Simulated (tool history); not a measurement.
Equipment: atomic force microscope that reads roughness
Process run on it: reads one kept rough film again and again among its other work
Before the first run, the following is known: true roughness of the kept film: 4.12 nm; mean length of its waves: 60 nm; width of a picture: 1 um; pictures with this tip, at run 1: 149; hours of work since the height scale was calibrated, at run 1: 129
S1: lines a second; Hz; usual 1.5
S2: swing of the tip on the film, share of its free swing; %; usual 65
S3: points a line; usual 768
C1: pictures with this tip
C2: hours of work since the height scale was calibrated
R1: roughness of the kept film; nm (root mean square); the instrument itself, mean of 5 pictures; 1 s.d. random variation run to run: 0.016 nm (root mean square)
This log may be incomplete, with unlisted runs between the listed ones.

run     day    S1  S2   S3   C1   C2     R1
  1       0   1.5  65  768  149  129  3.591
  2   0.358  2.29  65  768  165  136  3.469
  3     0.8  2.29  65  768  185  144  3.489
  4   1.262  2.29  65  768  206  152  3.434
  5   1.533   1.8  65  768  218  157  3.475
  6   1.892   1.8  65  768  234  163  3.484
  7   2.133   1.8  65  768  245  168  3.474
  8   2.396  2.06  65  768  257  172  3.428
  9   2.717   1.5  90  768  271  178  3.075
 10   3.075   1.5  65  785  287  184  3.488
 11   3.421   1.5  57  768  303  191  3.536
 12   3.633  3.13  65  768  312  195  3.291
 13   3.912  1.31  65  768  325  200  3.446
      4.079  -- new tip fitted
 14   4.367   1.5  68  768   13  207  3.699
 15   4.612   1.5  65  768   24  212  3.664
 16   4.908   1.5  65  768   37  217  3.699
 17   5.321   1.5  65  768   56  225  3.679
 18   5.538  2.11  62  768   65  228  3.628
      5.608  -- height scale calibrated on a step standard
 19   5.858  2.11  62  768   78    5  3.632
 20   6.083  2.11  62  768   88    9  3.611
 21   6.412  2.11  62  768  103   14  3.622
      6.492  -- height scale calibrated on a step standard, once more
 22   6.771  3.47  67  927  117    5  3.361
 23   7.229  1.35  76  321  138   13  3.436
 24   7.508  2.37  85  287  151   18  3.041
 25   7.783  1.41  76  566  163   23  3.439
 26   8.212  0.81  72  365  182   31  3.543
 27   8.533  1.37  83  768  197   37  3.283
 28   8.921  0.84  73  264  214   44  3.528
 29   9.283  0.51  65  795  230   50   3.61
 30   9.592  0.51  65  795  245   56  3.558
 31   9.858  2.13  68  826  257   61  3.372
 32  10.138   0.9  77  303  269   66  3.418
 33  10.525   0.9  77  303  287   73  3.397

The logged runs with the hidden state left out (each run's random variation unchanged):
Hidden state at play: radius of the tip, nm; height scale over the true one, %; drift of the gauge itself on roughness_nm, %.
run     R1
  1  3.736
  2  3.626
  3  3.668
  4  3.633
  5  3.688
  6  3.715
  7  3.716
  8  3.679
  9  3.313
 10  3.775
 11  3.845
 12  3.587
 13  3.769
 14  3.718
 15  3.696
 16  3.745
 17  3.747
 18  3.704
 19  3.721
 20  3.711
 21  3.737
 22  3.491
 23   3.59
 24  3.191
 25   3.62
 26   3.75
 27  3.489
 28  3.768
 29  3.872
 30  3.832
 31  3.644
 32  3.707
 33  3.701

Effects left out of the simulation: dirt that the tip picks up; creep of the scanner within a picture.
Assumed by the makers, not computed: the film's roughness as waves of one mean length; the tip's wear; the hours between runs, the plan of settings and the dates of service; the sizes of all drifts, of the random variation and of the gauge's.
